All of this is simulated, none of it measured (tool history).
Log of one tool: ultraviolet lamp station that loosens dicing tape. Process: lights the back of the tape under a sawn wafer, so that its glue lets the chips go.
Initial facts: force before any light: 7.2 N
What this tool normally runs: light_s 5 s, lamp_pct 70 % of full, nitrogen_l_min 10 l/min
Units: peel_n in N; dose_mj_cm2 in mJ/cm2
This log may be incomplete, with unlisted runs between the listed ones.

| run | hour | light_s | lamp_pct | nitrogen_l_min | peel_n | dose_mj_cm2 |
|---|---|---|---|---|---|---|
| 1 | 0 | 5 | 70 | 10 | 1.118 | 450 |
| 2 | 14.2 | 5 | 70 | 10 | 1.123 | 444 |
| 3 | 26.4 | 5 | 70 | 10 | 1.128 | 444 |
| 4 | 39.3 | 5 | 70 | 10 | 1.129 | 443 |
| 5 | 48.8 | 5 | 70 | 10 | 1.115 | 445 |
| 6 | 63 | 5 | 70 | 10 | 1.131 | 446 |
| 7 | 78.6 | 2 | 70 | 10 | 3.305 | 179 |
| 8 | 86.1 | 7 | 70 | 10 | 0.577 | 615 |
| 9 | 99.7 | 8 | 70 | 10 | 0.462 | 698 |
| 10 | 109.8 | 5 | 70 | 10 | 1.141 | 441 |
| 11 | 124.9 | 5 | 70 | 10 | 1.146 | 440 |
| 12 | 137.4 | 5 | 70 | 10 | 1.157 | 439 |
| 13 | 149.2 | 5 | 70 | 10 | 1.142 | 440 |
| 14 | 157 | 5 | 70 | 10 | 1.144 | 440 |
| 15 | 168.1 | 5 | 70 | 10 | 1.183 | 437 |
| 16 | 177.4 | 5 | 70 | 10 | 1.15 | 434 |
| 17 | 191.1 | 3 | 70 | 15 | 1.952 | 265 |
| 18 | 199.9 | 3 | 70 | 15 | 1.922 | 261 |
| 19 | 208.4 | 5 | 72 | 4 | 1.998 | 452 |
| 20 | 222 | 5 | 99 | 7 | 0.813 | 613 |
| 21 | 229 | 5 | 99 | 7 | 0.836 | 610 |
| 22 | 236.3 | 3 | 82 | 3 | 3.25 | 303 |
| 23 | 249.2 | 3 | 82 | 3 | 3.273 | 305 |
| 24 | 256.6 | 8 | 98 | 4 | 0.547 | 966 |
| 25 | 268 | 3 | 62 | 9 | 2.799 | 228 |
| 26 | 282.9 | 5 | 88 | 5 | 1.327 | 541 |
| 27 | 289.6 | 5 | 88 | 5 | 1.407 | 540 |
| 28 | 300.4 | 2 | 66 | 7 | 4.015 | 159 |
| 29 | 307.7 | 10 | 99 | 18 | 0.151 | 1219 |
| 30 | 320.8 | 3 | 93 | 11 | 1.613 | 340 |
| 31 | 332 | 3 | 93 | 11 | 1.617 | 343 |

Hidden state or all else? Some run-to-run changes of peel_n, split into what the settings, what came in and random variation would give without the hidden state, and what is left for the hidden state (with any gauge scatter that isn't in both results):
What the log doesn't record here: lamp's light, % of a new lamp's; light that the window lets through, % of a clean one's; drift of the gauge itself on peel_n, %; drift of the gauge itself on dose_mj_cm2, %.
Run 7 -> 8: light_s 2 -> 7. peel_n -2.728 N: hidden state -0.079, all else -2.649.
Run 23 -> 24: light_s 3 -> 8, lamp_pct 82 -> 98, nitrogen_l_min 3 -> 4. peel_n -2.726 N: hidden state -0.117, all else -2.609.
Run 24 -> 25: light_s 8 -> 3, lamp_pct 98 -> 62, nitrogen_l_min 4 -> 9. peel_n +2.252 N: hidden state +0.129, all else +2.123.
Run 28 -> 29: light_s 2 -> 10, lamp_pct 66 -> 99, nitrogen_l_min 7 -> 18. peel_n -3.864 N: hidden state -0.213, all else -3.651.
Run 29 -> 30: light_s 10 -> 3, lamp_pct 99 -> 93, nitrogen_l_min 18 -> 11. peel_n +1.462 N: hidden state +0.203, all else +1.259.

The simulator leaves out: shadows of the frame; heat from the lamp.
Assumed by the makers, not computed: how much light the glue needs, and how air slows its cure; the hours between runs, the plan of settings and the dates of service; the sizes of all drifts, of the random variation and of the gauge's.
